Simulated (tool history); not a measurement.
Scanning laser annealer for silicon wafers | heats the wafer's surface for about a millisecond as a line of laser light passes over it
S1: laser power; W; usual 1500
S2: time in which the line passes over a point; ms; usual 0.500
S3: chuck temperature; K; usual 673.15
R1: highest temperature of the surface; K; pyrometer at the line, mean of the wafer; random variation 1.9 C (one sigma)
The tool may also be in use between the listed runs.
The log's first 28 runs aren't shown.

run      day    S1     S2      S3       R1
 29   80.371  1425  0.369  641.15  1209.15
      80.746  -- window over the wafer cleaned
 30   84.333  1500  0.475  673.15  1370.15
 31   87.208  1614  0.500  673.15  1441.15
 32   91.333  1408  0.500  643.15  1310.15
 33   94.025  1500  0.523  673.15  1401.15
      97.592  -- laser's power meter calibrated, once more
 34   98.133  1442  0.537  673.15  1371.15
 35  100.804  1442  0.537  673.15  1367.15
 36  104.929  1442  0.537  665.15  1364.15
 37  108.008  1276  0.447  673.15  1235.15
 38  111.800  1276  0.447  673.15  1237.15
 39  114.654  1426  0.432  682.15  1304.15
 40  118.642  1500  0.433  673.15  1327.15

4 ways to go on from here, each from the tool as it stands after run 40. What would each give?
  A  122.621  1434  0.433  640.15   ?
  B  122.621  1500  0.450  696.15   ?
  C  122.621  1500  0.500  640.15   ?
  D  122.621  1518  0.433  673.15   ?

run       R1
  A  1265.15
  B  1358.15
  C  1338.15
  D  1335.15
Without the tool's hidden state the same runs would have given:
run       R1
  A  1276.15
  B  1370.15
  C  1351.15
  D  1346.15

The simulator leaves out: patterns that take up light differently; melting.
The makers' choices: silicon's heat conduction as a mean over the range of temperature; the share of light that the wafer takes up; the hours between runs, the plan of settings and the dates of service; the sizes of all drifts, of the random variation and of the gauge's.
